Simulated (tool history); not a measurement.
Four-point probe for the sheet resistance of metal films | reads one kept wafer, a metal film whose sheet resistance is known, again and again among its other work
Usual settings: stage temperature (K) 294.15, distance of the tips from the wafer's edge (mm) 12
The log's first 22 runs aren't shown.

run     day  stage temperature (K)  distance of the tips from the wafer's edge (mm)  sheet resistance as the instrument gives it (ohm/square)
 23  12.050                 294.15                                               12                                                  0.157435
 24  12.375                 298.15                                                4                                                  0.158472
 25  13.038                 298.15                                               55                                                  0.157154
 26  13.458                 293.15                                               58                                                  0.157278
 27  14.175                 299.15                                                9                                                  0.157378
 28  14.675                 299.15                                                9                                                  0.157353
 29  15.042                 299.15                                                9                                                  0.157415
 30  15.421                 307.15                                               53                                                  0.156815
 31  16.071                 307.15                                               53                                                  0.156890
 32  16.538                 307.15                                               53                                                  0.156841
 33  17.025                 292.15                                               25                                                  0.157362
 34  17.425                 298.15                                                8                                                  0.157480
 35  17.871                 296.15                                               15                                                  0.157309
 36  18.504                 296.15                                               15                                                  0.157320
 37  19.108                 296.15                                               15                                                  0.157295
 38  19.554                 305.15                                               28                                                  0.156926
 39  19.908                 297.15                                               26                                                  0.157204
 40  20.458                 297.15                                               26                                                  0.157178
 41  21.104                 297.15                                               26                                                  0.157242
 42  21.438                 307.15                                               12                                                  0.156958
 43  22.104                 293.15                                               10                                                  0.157526
 44  22.675                 291.15                                                4                                                  0.158670

Forecast each of these 3 alternatives for the next run:
  A  23.275                 294.15                                               74                                                         ?
  B  23.275                 303.15                                                4                                                         ?
  C  23.275                 301.15                                                4                                                         ?

run  sheet resistance as the instrument gives it (ohm/square)
  A                                                  0.157282
  B                                                  0.158255
  C                                                  0.158399
Without the tool's hidden state the same runs would have given:
run  sheet resistance as the instrument gives it (ohm/square)
  A                                                  0.157285
  B                                                  0.158258
  C                                                  0.158402
